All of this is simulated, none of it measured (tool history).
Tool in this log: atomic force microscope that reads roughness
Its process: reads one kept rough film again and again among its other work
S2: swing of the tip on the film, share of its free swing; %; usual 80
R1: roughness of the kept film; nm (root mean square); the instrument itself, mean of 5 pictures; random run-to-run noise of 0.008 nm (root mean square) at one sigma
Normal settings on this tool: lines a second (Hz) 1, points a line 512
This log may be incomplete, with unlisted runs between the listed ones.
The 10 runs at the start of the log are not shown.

At day 12.025: new tip fitted.
Run 11, day 12.279: usual settings. Result: R1 1.737 nm (root mean square).
Run 12, day 13.638: usual settings. Result: R1 1.74 nm (root mean square).
Run 13, day 14.754: usual settings. Result: R1 1.733 nm (root mean square).
At day 15.954: new tip fitted.
Run 14, day 16.258: usual settings. Result: R1 1.737 nm (root mean square).
Run 15, day 17.617: usual settings. Result: R1 1.747 nm (root mean square).
Run 16, day 18.646: usual settings. Result: R1 1.735 nm (root mean square).
Run 17, day 19.504: usual settings. Result: R1 1.736 nm (root mean square).
At day 19.996: new tip fitted.
Run 18, day 21.042: usual settings. Result: R1 1.733 nm (root mean square).
Run 19, day 22.038: usual settings. Result: R1 1.721 nm (root mean square).

What will run 20 give?
Run 20, day 23.496: usual settings. Result: R1 ?.

R1: 1.739 nm (root mean square)
Take away the tool's hidden state, keep the run-to-run variation as it was, and the same run would have given R1 1.742 nm (root mean square).
